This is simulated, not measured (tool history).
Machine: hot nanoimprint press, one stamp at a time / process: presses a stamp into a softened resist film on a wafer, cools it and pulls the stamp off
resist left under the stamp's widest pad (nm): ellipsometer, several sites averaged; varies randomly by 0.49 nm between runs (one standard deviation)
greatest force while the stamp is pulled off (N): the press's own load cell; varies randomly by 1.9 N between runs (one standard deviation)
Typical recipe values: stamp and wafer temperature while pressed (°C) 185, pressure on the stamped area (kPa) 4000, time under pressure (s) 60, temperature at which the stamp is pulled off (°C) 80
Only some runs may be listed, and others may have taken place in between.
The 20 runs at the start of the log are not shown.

run	day	stamp and wafer temperature while pressed (°C)	pressure on the stamped area (kPa)	time under pressure (s)	temperature at which the stamp is pulled off (°C)	resist left under the stamp's widest pad (nm)	greatest force while the stamp is pulled off (N)
21	12.383	174	3040	54	80	268.4	194
22	13.138	188	5610	100	80	100.8	195
23	13.979	174	4000	86	75	206.5	211
24	14.533	193	5640	60	85	104.9	182
25	15.021	193	5640	60	85	104.3	182
26	15.683	176	4000	67	66	209.2	237
27	16.317	185	2960	101	80	159.2	199
28	16.879	185	2850	82	72	174.4	221
29	17.346	185	2850	74	72	181.5	225
30	17.9	185	2850	74	72	180	222
31	18.521	189	2770	66	68	168	234

Branching from run 31: 3 alternative next runs. What would each branch give?
A	19.162	185	5560	109	80	?	?
B	19.162	189	2770	67	80	?	?
C	19.162	195	4000	60	80	?	?

run	resist left under the stamp's widest pad (nm)	greatest force while the stamp is pulled off (N)
A	108.8	203
B	167.7	203
C	119.9	204
With no hidden state in the tool, these same runs would have given:
run	resist left under the stamp's widest pad (nm)	greatest force while the stamp is pulled off (N)
A	112.6	178
B	174.8	178
C	124	179
